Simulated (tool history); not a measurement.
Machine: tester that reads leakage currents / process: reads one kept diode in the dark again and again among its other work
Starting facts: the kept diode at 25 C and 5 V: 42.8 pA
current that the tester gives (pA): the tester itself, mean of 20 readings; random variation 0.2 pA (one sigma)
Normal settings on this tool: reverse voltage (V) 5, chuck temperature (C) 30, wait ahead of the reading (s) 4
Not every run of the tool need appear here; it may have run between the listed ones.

run	hour	reverse voltage (V)	chuck temperature (C)	wait ahead of the reading (s)	current that the tester gives (pA)
1	0	5	30	4	65.78
2	93.2	5	30	0.58	68.69
3	178.1	5	30	4	65.87
4	237.2	5	30	4	66.05
5	278.4	6.03	30	4	70.84
6	336.4	6.03	30	4	71.21
7	393.9	6.03	30	0.38	76.26
8	466.9	5	30	4	66.1
9	550.6	5	30	4	65.85
10	644.7	5	30	4	66
# hour 680.4: chuck's temperature calibrated
11	723.2	5	30	0.98	67.45
12	807.3	15.43	30	4	101.45
13	897.1	5	41	5.51	160.16
14	970.3	17.67	31	4	116.21
15	1055.8	17.67	31	1.54	118.74
16	1118	17.67	31	1.54	118.74
17	1180	12.68	26	4	67.57
18	1261.4	12.68	26	4	66.92
19	1319.4	6.56	55	4	500.54
20	1418.6	6.56	55	4	502.28
21	1478	3.75	30	4	59.37
22	1552.9	5	39	4	136.88
23	1610.5	5	39	4	136.81
24	1658.1	1.29	39	4	82.91

Below are 5 alternative next runs, each starting from the tool's condition after run 24. Predict each:
A	1706.9	1.29	39	1.31	?
B	1706.9	5.62	23	1.62	?
C	1706.9	4.01	30	0.45	?
D	1706.9	12.99	30	0.53	?
E	1706.9	4.1	39	0.38	?

run	current that the tester gives (pA)
A	82.66
B	39.06
C	64.07
D	103.16
E	129.66
Without the tool's hidden state the same runs would have given:
run	current that the tester gives (pA)
A	82.77
B	39.04
C	64.1
D	103.12
E	129.79
